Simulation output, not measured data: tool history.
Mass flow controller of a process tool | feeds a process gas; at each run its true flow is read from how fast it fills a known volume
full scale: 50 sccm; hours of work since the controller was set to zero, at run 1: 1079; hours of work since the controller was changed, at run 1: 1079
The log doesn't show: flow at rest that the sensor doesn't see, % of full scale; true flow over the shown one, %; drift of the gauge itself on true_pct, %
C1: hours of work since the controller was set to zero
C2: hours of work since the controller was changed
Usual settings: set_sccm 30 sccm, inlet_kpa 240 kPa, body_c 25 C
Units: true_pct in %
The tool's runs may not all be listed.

{"run": 1, "hour": 0.0, "set_sccm": 30, "inlet_kpa": 240, "body_c": 25, "C1": 1079, "C2": 1079, "true_pct": 99.28}
{"run": 2, "hour": 385.0, "set_sccm": 30, "inlet_kpa": 240, "body_c": 25, "C1": 1203, "C2": 1203, "true_pct": 99.26}
{"run": 3, "hour": 696.4, "set_sccm": 30, "inlet_kpa": 240, "body_c": 25, "C1": 1304, "C2": 1304, "true_pct": 99.32}
{"run": 4, "hour": 989.1, "set_sccm": 30, "inlet_kpa": 240, "body_c": 25, "C1": 1398, "C2": 1398, "true_pct": 99.5}
{"run": 5, "hour": 1212.0, "set_sccm": 30, "inlet_kpa": 240, "body_c": 25, "C1": 1470, "C2": 1470, "true_pct": 99.52}
{"run": 6, "hour": 1557.1, "set_sccm": 30, "inlet_kpa": 240, "body_c": 25, "C1": 1581, "C2": 1581, "true_pct": 99.6}
{"run": 7, "hour": 1967.1, "set_sccm": 30, "inlet_kpa": 240, "body_c": 25, "C1": 1714, "C2": 1714, "true_pct": 99.83}
{"run": 8, "hour": 2219.6, "set_sccm": 19, "inlet_kpa": 240, "body_c": 25, "C1": 1795, "C2": 1795, "true_pct": 99.36}
{"run": 9, "hour": 2589.0, "set_sccm": 19, "inlet_kpa": 240, "body_c": 25, "C1": 1914, "C2": 1914, "true_pct": 99.31}
{"run": 10, "hour": 3071.0, "set_sccm": 5, "inlet_kpa": 240, "body_c": 25, "C1": 2070, "C2": 2070, "true_pct": 98.75}
{"run": 11, "hour": 3493.5, "set_sccm": 5, "inlet_kpa": 240, "body_c": 25, "C1": 2206, "C2": 2206, "true_pct": 98.82}
{"run": 12, "hour": 3990.9, "set_sccm": 30, "inlet_kpa": 240, "body_c": 25, "C1": 2367, "C2": 2367, "true_pct": 100.26}
{"run": 13, "hour": 4409.1, "set_sccm": 16, "inlet_kpa": 240, "body_c": 25, "C1": 2502, "C2": 2502, "true_pct": 99.64}
{"run": 14, "hour": 4909.0, "set_sccm": 30, "inlet_kpa": 240, "body_c": 25, "C1": 2663, "C2": 2663, "true_pct": 100.49}
{"run": 15, "hour": 5234.2, "set_sccm": 30, "inlet_kpa": 240, "body_c": 25, "C1": 2768, "C2": 2768, "true_pct": 100.58}
{"run": 16, "hour": 5613.5, "set_sccm": 30, "inlet_kpa": 240, "body_c": 25, "C1": 2891, "C2": 2891, "true_pct": 100.49}
{"run": 17, "hour": 6037.9, "set_sccm": 6, "inlet_kpa": 174, "body_c": 24, "C1": 3028, "C2": 3028, "true_pct": 99.25}
{"run": 18, "hour": 6476.4, "set_sccm": 36, "inlet_kpa": 164, "body_c": 20, "C1": 3169, "C2": 3169, "true_pct": 100.36}
{"run": 19, "hour": 6702.6, "set_sccm": 36, "inlet_kpa": 164, "body_c": 20, "C1": 3242, "C2": 3242, "true_pct": 100.34}
{"run": 20, "hour": 7207.0, "set_sccm": 36, "inlet_kpa": 164, "body_c": 20, "C1": 3405, "C2": 3405, "true_pct": 100.56}
{"run": 21, "hour": 7584.3, "set_sccm": 36, "inlet_kpa": 164, "body_c": 20, "C1": 3527, "C2": 3527, "true_pct": 100.81}
{"run": 22, "hour": 7914.3, "set_sccm": 26, "inlet_kpa": 164, "body_c": 20, "C1": 3633, "C2": 3633, "true_pct": 100.42}
{"run": 23, "hour": 8198.5, "set_sccm": 30, "inlet_kpa": 275, "body_c": 25, "C1": 3725, "C2": 3725, "true_pct": 101.47}
{"run": 24, "hour": 8492.2, "set_sccm": 30, "inlet_kpa": 240, "body_c": 31, "C1": 3820, "C2": 3820, "true_pct": 101.9}
{"run": 25, "hour": 8762.7, "set_sccm": 30, "inlet_kpa": 240, "body_c": 31, "C1": 3907, "C2": 3907, "true_pct": 102.06}
{"run": 26, "hour": 9073.7, "set_sccm": 30, "inlet_kpa": 267, "body_c": 30, "C1": 4007, "C2": 4007, "true_pct": 102.22}
{"run": 27, "hour": 9334.2, "set_sccm": 30, "inlet_kpa": 267, "body_c": 30, "C1": 4091, "C2": 4091, "true_pct": 102.3}
{"run": 28, "hour": 9670.6, "set_sccm": 30, "inlet_kpa": 267, "body_c": 30, "C1": 4200, "C2": 4200, "true_pct": 102.26}
{"run": 29, "hour": 10016.6, "set_sccm": 27, "inlet_kpa": 240, "body_c": 40, "C1": 4312, "C2": 4312, "true_pct": 102.98}
{"hour": 10438.7, "done": "gauge calibrated"}
{"run": 30, "hour": 10542.7, "set_sccm": 28, "inlet_kpa": 276, "body_c": 20, "C1": 4481, "C2": 4481, "true_pct": 98.85}
{"run": 31, "hour": 10860.2, "set_sccm": 28, "inlet_kpa": 276, "body_c": 20, "C1": 4584, "C2": 4584, "true_pct": 98.97}
{"run": 32, "hour": 11338.1, "set_sccm": 28, "inlet_kpa": 167, "body_c": 20, "C1": 4738, "C2": 4738, "true_pct": 98.51}

Some steps in true_pct between neighbouring runs. How much of each would the tool show without its hidden state too (settings, what came in, random variation), and how much is left for the hidden state, with any gauge scatter that isn't in both results?
Run 11 -> 12: set_sccm 5 -> 30. true_pct +1.44 %: hidden state +0.15, all else +1.29.
Run 16 -> 17: set_sccm 30 -> 6, inlet_kpa 240 -> 174, body_c 25 -> 24. true_pct -1.24 %: hidden state +0.08, all else -1.32.
Run 17 -> 18: set_sccm 6 -> 36, inlet_kpa 174 -> 164, body_c 24 -> 20. true_pct +1.11 %: hidden state +0.15, all else +0.96.
Run 29 -> 30: set_sccm 27 -> 28, inlet_kpa 240 -> 276, body_c 40 -> 20, gauge calibrated. true_pct -4.13 %: hidden state -2.66, all else -1.47.
